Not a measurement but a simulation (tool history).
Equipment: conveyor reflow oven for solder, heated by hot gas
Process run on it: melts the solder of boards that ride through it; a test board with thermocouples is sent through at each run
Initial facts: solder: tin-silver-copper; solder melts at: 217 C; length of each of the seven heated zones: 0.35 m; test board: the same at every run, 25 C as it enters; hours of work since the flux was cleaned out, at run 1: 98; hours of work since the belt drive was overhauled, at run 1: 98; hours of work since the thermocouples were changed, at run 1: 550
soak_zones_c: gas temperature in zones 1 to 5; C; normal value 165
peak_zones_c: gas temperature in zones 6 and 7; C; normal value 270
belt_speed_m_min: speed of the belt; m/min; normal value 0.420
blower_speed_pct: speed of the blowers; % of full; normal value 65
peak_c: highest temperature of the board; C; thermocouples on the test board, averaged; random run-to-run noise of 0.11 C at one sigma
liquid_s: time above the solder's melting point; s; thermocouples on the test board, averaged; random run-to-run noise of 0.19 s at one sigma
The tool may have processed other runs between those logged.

run   hour  soak_zones_c  peak_zones_c  belt_speed_m_min  blower_speed_pct  hours of work since the flux was cleaned out  hours of work since the belt drive was overhauled  hours of work since the thermocouples were changed  peak_c  liquid_s
  1    0.0           165           270             0.420                65                                            98                                                 98                                                 550   255.3      74.4
  2    7.4           165           270             0.420                65                                           102                                                102                                                 554   255.3      74.5
  3   14.2           165           270             0.420                65                                           106                                                106                                                 557   255.3      73.9
  4   20.1           165           270             0.420                65                                           109                                                109                                                 561   255.2      74.5
  5   25.1           165           270             0.420                65                                           112                                                112                                                 563   255.3      74.4
  6   29.9           165           270             0.420                65                                           114                                                114                                                 566   255.3      74.4
  7   35.3           165           270             0.420                65                                           117                                                117                                                 569   255.4      74.6
  8   42.7           165           273             0.420                65                                           121                                                121                                                 573   258.0      76.7
  9   51.3           165           277             0.420                65                                           126                                                126                                                 578   261.5      79.1
 10   59.1           165           270             0.420                65                                           130                                                130                                                 582   255.2      74.6
 11   63.7           165           270             0.420                65                                           133                                                133                                                 584   255.4      74.5
 12   69.8           165           270             0.420                65                                           136                                                136                                                 588   255.3      74.5
 13   74.6           165           270             0.420                65                                           138                                                138                                                 590   255.2      74.2
 14   78.5           165           267             0.420                65                                           141                                                141                                                 592   252.5      72.2
 15   83.3           165           276             0.460                75                                           143                                                143                                                 595   259.5      70.5
 16   91.6           165           276             0.460                75                                           148                                                148                                                 599   259.4      70.5
 17   97.8           150           270             0.381                65                                           151                                                151                                                 603   256.5      78.2
 18  105.9           165           268             0.420                81                                           155                                                155                                                 607   256.0      75.8
 19  111.3           155           268             0.420                63                                           158                                                158                                                 610   251.5      67.0

What will run 20 give?
 20  117.1           155           268             0.420                63                                           162                                                162                                                 613       ?         ?

{"run 20": {"peak_c": 251.6, "liquid_s": 67.1}}
Minus the tool's unlogged condition, the same run would have read peak_c 251.5 C, liquid_s 67.0 s.
